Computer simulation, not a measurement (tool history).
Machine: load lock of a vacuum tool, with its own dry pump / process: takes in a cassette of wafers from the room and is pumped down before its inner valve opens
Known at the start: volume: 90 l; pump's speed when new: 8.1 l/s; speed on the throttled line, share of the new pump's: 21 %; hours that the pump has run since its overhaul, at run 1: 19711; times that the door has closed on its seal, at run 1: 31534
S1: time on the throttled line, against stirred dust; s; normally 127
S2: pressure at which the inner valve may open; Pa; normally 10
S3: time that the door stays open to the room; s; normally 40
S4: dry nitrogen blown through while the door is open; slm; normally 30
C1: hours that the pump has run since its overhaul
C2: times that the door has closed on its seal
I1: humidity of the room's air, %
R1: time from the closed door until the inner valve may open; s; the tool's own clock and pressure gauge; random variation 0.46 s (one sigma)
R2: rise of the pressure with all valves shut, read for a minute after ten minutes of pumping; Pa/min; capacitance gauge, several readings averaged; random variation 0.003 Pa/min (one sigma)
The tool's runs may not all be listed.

run      day   S1  S2   S3  S4     C1     C2    I1     R1     R2
  1    0.000  127  10   40  30  19711  31534  47.3  212.7  0.404
  2   13.058  127  10   40  30  20024  32310  45.9  212.3  0.410
  3   32.762  127  10   40  30  20497  33482  46.8  213.1  0.436
  4   47.012  127  10   40  30  20839  34330  47.1  212.4  0.441
  5   55.958  127  10   40  30  21054  34862  46.7  213.4  0.460
  6   72.842  127  10   40  30  21459  35866  43.1  213.7  0.482
  7   88.571  127  10   40  30  21836  36801  47.6  213.9  0.507
  8   98.079  127  10   93  30  22065  37367  44.7  213.8  0.524
     112.892  -- door's seal changed, seat wiped
  9  114.575  127  18   40  30  22459    100  43.9  205.4  0.022
 10  133.012  127  18   97  30  22901   1197  40.8  204.7  0.040
 11  146.075  127  10   40  30  23215   1974  46.3  213.1  0.038
 12  157.029   84  10   40  30  23478   2625  45.6  181.4  0.034
 13  165.921   84  10   40  30  23691   3154  45.0  181.7  0.038
     168.138  -- dry pump taken out, an overhauled one fitted
 14  185.279   84  10   40  30    411   4291  43.2  170.8  0.042
 15  197.875   84  10   40  30    714   5040  40.2  170.4  0.045
 16  218.754   84  10   40  16   1215   6282  48.8  170.2  0.065
 17  237.229  127  18   40  30   1658   7380  44.0  198.7  0.060
 18  249.921  127  18   40  30   1963   8135  44.1  198.1  0.072
 19  264.417  127  18   40  30   2311   8998  42.9  197.4  0.071
 20  276.362  127  18   40  30   2597   9708  44.3  197.6  0.086
 21  294.183  127  17   40  11   3025  10768  46.2  198.7  0.099
 22  302.675  183  17   40  33   3229  11273  47.3  242.1  0.096
 23  318.762  183  17   40  33   3615  12230  46.0  243.3  0.101
 24  339.750  171  10  175  12   4119  13478  47.9  239.9  0.191
 25  350.917   65  10  175  12   4387  14142  45.3  157.4  0.193
 26  368.238   92  10  206   5   4802  15172  47.1  179.2  0.225
 27  387.438  127   8   40  30   5263  16314  43.8  209.3  0.144
 28  399.608  127   8   40  30   5555  17038  43.8  208.5  0.151
 29  417.704  127  10   53  30   5990  18114  47.4  206.1  0.179
 30  426.967  127  10   53  30   6212  18665  45.5  206.4  0.181
 31  447.567  127  10   53  30   6706  19890  43.7  206.3  0.192
 32  460.158  127  10   53  30   7009  20639  44.5  207.1  0.200
 33  473.554  127  10  138   9   7330  21436  46.6  206.2  0.270
 34  487.888  127  10  138   9   7674  22289  46.6  207.2  0.285
 35  500.600  196   8   67  30   7979  23045  47.1  262.9  0.239
 36  509.104  196   8   64   5   8183  23551  44.5  263.0  0.264
 37  526.129   65  10   26  30   8592  24563  46.3  159.1  0.249
 38  542.150  144  10  225  30   8976  25516  47.9  220.6  0.324

3 ways to go on from here, each from the tool as it stands after run 38. What would each give?
  A  557.512  127  10  40   5  9345  26430  44.4   ?   ?
  B  557.512  144  10  56  30  9345  26430  43.8   ?   ?
  C  557.512  127  10  40  19  9345  26430  48.9   ?   ?

run     R1     R2
  A  207.4  0.297
  B  220.7  0.285
  C  207.0  0.277
Had the tool no hidden state, the same runs would have come out as:
run     R1     R2
  A  202.6  0.042
  B  216.3  0.030
  C  202.2  0.027
